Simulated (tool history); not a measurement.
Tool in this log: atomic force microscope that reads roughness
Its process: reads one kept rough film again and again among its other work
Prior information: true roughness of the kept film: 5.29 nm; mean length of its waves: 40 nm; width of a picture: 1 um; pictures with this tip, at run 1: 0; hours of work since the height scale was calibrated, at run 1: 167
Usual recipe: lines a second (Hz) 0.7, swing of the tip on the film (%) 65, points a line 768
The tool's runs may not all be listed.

run	hour	lines a second (Hz)	swing of the tip on the film (%)	points a line	pictures with this tip	hours of work since the height scale was calibrated	roughness of the kept film (nm (root mean square))
1	0	0.7	65	768	0	167	4.519
2	6.5	0.7	73	768	12	171	4.403
3	11.9	0.7	73	768	22	175	4.361
4	17.1	0.7	89	768	32	179	4.112
5	23	0.7	89	768	43	183	4.078
6	30.4	0.7	89	768	56	188	4.046
7	38.9	0.7	90	880	72	194	4.001
8	46	0.7	90	880	86	199	3.941
9	53.7	0.7	68	501	100	204	4.175
10	60.4	2.101	57	380	112	209	4.084
11	67.5	0.7	65	269	125	214	4.102

A few steps of roughness of the kept film (nm (root mean square)) between consecutive runs. Split each: what settings, incoming material and random variation would produce without the hidden state, and what is left over for the hidden state, along with gauge scatter present in only one of the two compared results (measured, and without hidden state):
The tool's hidden condition here consists of: radius of the tip, nm; height scale over the true one, %; drift of the gauge itself on roughness_nm, %.
Run 3 -> 4: swing of the tip on the film (%) 73 -> 89. roughness of the kept film (nm (root mean square)) -0.249: hidden state -0.028, all else -0.221.
Run 8 -> 9: swing of the tip on the film (%) 90 -> 68, points a line 880 -> 501. roughness of the kept film (nm (root mean square)) +0.234: hidden state -0.058, all else +0.292.
